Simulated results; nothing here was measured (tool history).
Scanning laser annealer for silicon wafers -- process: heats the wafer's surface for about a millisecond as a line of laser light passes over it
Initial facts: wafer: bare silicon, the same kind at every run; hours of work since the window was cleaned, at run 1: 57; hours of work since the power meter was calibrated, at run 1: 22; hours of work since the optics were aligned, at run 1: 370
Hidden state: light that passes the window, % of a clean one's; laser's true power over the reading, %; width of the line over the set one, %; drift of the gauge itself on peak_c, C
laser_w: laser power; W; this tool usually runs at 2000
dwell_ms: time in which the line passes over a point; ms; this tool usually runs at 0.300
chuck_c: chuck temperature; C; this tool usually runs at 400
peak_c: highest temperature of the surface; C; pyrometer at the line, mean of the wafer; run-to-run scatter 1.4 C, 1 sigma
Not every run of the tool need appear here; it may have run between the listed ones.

run,hour,laser_w,dwell_ms,chuck_c,hours of work since the window was cleaned,hours of work since the power meter was calibrated,hours of work since the optics were aligned,peak_c
1,0.0,2000,0.300,400,57,22,370,1135
2,9.5,2000,0.300,400,63,28,376,1132
3,15.3,2000,0.300,400,67,32,380,1132
4,25.0,2000,0.300,400,73,38,386,1133
5,32.0,1985,0.300,400,78,43,390,1129
6,40.3,2000,0.300,400,83,48,396,1134
7,50.0,2000,0.300,376,89,54,402,1109
8,60.2,2000,0.300,376,95,61,408,1107
9,66.8,2000,0.300,376,100,65,413,1105
10,71.4,2141,0.260,418,103,68,416,1141
11,76.8,2128,0.341,418,106,71,419,1244
12,84.0,2128,0.303,430,111,76,424,1205
13,88.4,1772,0.246,400,114,79,426,992
14,95.3,2081,0.272,438,118,83,431,1158
15,101.7,2074,0.375,379,122,87,435,1227
16,108.5,1898,0.248,437,126,92,439,1068
17,113.9,1884,0.300,400,130,95,443,1093
18,119.3,2000,0.300,378,133,98,446,1108

Some steps in peak_c between neighbouring runs. How much of each would the tool show without its hidden state too (settings, what came in, random variation), and how much is left for the hidden state, with any gauge scatter that isn't in both results?
Run 12 -> 13: laser_w 2128 -> 1772, dwell_ms 0.303 -> 0.246, chuck_c 430 -> 400. peak_c -213 C: hidden state +2, all else -215.
Run 15 -> 16: laser_w 2074 -> 1898, dwell_ms 0.375 -> 0.248, chuck_c 379 -> 437. peak_c -159 C: hidden state +3, all else -162.

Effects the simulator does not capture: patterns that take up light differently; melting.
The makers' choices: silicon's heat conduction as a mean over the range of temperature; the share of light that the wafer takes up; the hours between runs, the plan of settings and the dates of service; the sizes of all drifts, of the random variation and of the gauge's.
